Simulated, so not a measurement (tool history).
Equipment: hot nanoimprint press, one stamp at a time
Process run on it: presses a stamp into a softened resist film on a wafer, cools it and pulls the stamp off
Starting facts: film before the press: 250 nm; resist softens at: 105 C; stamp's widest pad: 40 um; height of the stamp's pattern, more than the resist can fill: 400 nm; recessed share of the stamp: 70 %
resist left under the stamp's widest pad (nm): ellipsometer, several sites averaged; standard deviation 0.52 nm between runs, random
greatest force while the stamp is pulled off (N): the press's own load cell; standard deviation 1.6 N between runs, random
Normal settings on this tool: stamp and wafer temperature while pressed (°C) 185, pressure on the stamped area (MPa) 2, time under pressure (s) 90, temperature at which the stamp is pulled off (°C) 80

run,hour,stamp and wafer temperature while pressed (°C),pressure on the stamped area (MPa),time under pressure (s),temperature at which the stamp is pulled off (°C),resist left under the stamp's widest pad (nm),greatest force while the stamp is pulled off (N)
1,0,185,2,90,80,123.1,104
2,12.8,185,2,137,80,108,106
3,20.4,185,2,137,80,107.8,104
4,33,185,2,90,72,122.2,115
5,44.9,185,2,90,72,124.2,115
6,56.5,185,2,90,72,124.1,116
7,68.2,185,2.38,90,80,112.3,106
8,75.8,185,2,90,80,122.8,107
9,88.3,185,2,90,80,123.8,106
10,95.9,185,2,57,80,141.8,106
# hour 107.2: plate thermocouple calibrated
11,113.5,185,2,83,80,120.4,104
12,125.3,185,2,90,80,117.5,105
13,131.9,185,2,90,80,117.4,106
14,144.6,185,2,64,80,129.6,107
15,158.6,185,2,64,80,129.8,107
16,171.7,175,1.53,90,80,188.3,108
17,185.2,177,2.18,90,69,153,123
18,196.7,185,2.69,90,67,99.2,126
19,208.4,196,1.54,90,80,89.3,108
20,222.4,196,1.54,90,80,90.8,110
21,235.3,197,1.96,175,73,59.8,120
22,246.6,185,1.51,167,80,114.4,105
23,258.7,176,2,83,70,168.5,124
24,267.2,176,1.27,148,70,179.2,125
25,280.1,195,3.16,62,66,69.1,127
26,294.5,193,2.48,50,85,93.5,101
27,305.9,193,2.48,50,85,93.4,105
28,315.1,193,2.48,50,85,93,103
29,324.3,193,2.48,50,85,93.6,98
30,335.3,185,1.92,90,74,120.9,120

Alternative continuations, all from the tool just after run 30; predict every row:
A,345.1,185,2,62,80,?,?
B,345.1,185,1.92,143,69,?,?
C,345.1,185,1.92,83,68,?,?
D,345.1,193,1.21,90,74,?,?

run,resist left under the stamp's widest pad (nm),greatest force while the stamp is pulled off (N)
A,132.9,114
B,105.3,125
C,124.3,132
D,116.4,118
Without the tool's unlogged condition, the same runs would have read:
run,resist left under the stamp's widest pad (nm),greatest force while the stamp is pulled off (N)
A,130.7,103
B,103.4,114
C,122.2,120
D,114.8,107

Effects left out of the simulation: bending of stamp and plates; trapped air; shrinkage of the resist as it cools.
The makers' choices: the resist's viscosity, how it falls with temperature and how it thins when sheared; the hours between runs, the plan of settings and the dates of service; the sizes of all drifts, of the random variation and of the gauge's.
